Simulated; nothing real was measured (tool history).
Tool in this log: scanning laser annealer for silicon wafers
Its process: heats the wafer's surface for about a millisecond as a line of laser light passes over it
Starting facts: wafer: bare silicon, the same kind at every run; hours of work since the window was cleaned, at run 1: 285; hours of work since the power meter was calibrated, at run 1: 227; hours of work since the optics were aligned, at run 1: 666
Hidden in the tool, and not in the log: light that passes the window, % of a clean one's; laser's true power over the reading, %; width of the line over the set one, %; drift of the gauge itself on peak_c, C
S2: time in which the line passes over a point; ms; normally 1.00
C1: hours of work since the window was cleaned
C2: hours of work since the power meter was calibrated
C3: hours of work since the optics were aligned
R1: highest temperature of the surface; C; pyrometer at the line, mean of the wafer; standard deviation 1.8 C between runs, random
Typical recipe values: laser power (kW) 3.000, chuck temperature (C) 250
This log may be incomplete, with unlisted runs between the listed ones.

run 1 hour=0.0 | laser_power_(kW)=3.000 S2=1.00 chuck_temperature_(C)=250 | C1=285 C2=227 C3=666 | R1=1045
run 2 hour=52.4 | laser_power_(kW)=3.000 S2=1.00 chuck_temperature_(C)=250 | C1=313 C2=256 C3=694 | R1=1045
run 3 hour=109.7 | laser_power_(kW)=3.000 S2=1.08 chuck_temperature_(C)=250 | C1=344 C2=286 C3=725 | R1=1072
run 4 hour=141.3 | laser_power_(kW)=3.000 S2=0.75 chuck_temperature_(C)=250 | C1=361 C2=303 C3=742 | R1=942
run 5 hour=168.7 | laser_power_(kW)=3.000 S2=0.75 chuck_temperature_(C)=250 | C1=376 C2=318 C3=756 | R1=938
run 6 hour=211.7 | laser_power_(kW)=3.000 S2=0.75 chuck_temperature_(C)=250 | C1=399 C2=341 C3=780 | R1=938
run 7 hour=271.3 | laser_power_(kW)=3.000 S2=0.75 chuck_temperature_(C)=250 | C1=431 C2=373 C3=812 | R1=934
run 8 hour=296.6 | laser_power_(kW)=3.000 S2=1.00 chuck_temperature_(C)=247 | C1=444 C2=387 C3=825 | R1=1031
run 9 hour=352.2 | laser_power_(kW)=3.000 S2=0.90 chuck_temperature_(C)=250 | C1=474 C2=417 C3=855 | R1=993
run 10 hour=392.6 | laser_power_(kW)=2.732 S2=0.90 chuck_temperature_(C)=250 | C1=496 C2=439 C3=877 | R1=933
run 11 hour=436.6 | laser_power_(kW)=2.826 S2=0.90 chuck_temperature_(C)=250 | C1=520 C2=463 C3=901 | R1=955
run 12 hour=488.8 | laser_power_(kW)=3.000 S2=1.00 chuck_temperature_(C)=222 | C1=548 C2=491 C3=929 | R1=1004
-- hour=531.9 window over the wafer cleaned
run 13 hour=548.3 | laser_power_(kW)=3.000 S2=1.00 chuck_temperature_(C)=222 | C1=9 C2=522 C3=960 | R1=1023
run 14 hour=576.5 | laser_power_(kW)=3.000 S2=1.00 chuck_temperature_(C)=250 | C1=24 C2=537 C3=975 | R1=1050
run 15 hour=615.1 | laser_power_(kW)=3.000 S2=1.00 chuck_temperature_(C)=250 | C1=45 C2=558 C3=996 | R1=1052
run 16 hour=675.1 | laser_power_(kW)=2.872 S2=0.99 chuck_temperature_(C)=227 | C1=77 C2=590 C3=1028 | R1=989
run 17 hour=714.8 | laser_power_(kW)=3.000 S2=1.00 chuck_temperature_(C)=253 | C1=98 C2=611 C3=1049 | R1=1049

For run 18, what comes out?
run 18 hour=756.1 | laser_power_(kW)=3.000 S2=1.00 chuck_temperature_(C)=253 | C1=121 C2=634 C3=1072 | R1=?

R1: 1048 C
Take away the tool's hidden state, keep the run-to-run variation as it was, and the same run would have given R1 1069 C.

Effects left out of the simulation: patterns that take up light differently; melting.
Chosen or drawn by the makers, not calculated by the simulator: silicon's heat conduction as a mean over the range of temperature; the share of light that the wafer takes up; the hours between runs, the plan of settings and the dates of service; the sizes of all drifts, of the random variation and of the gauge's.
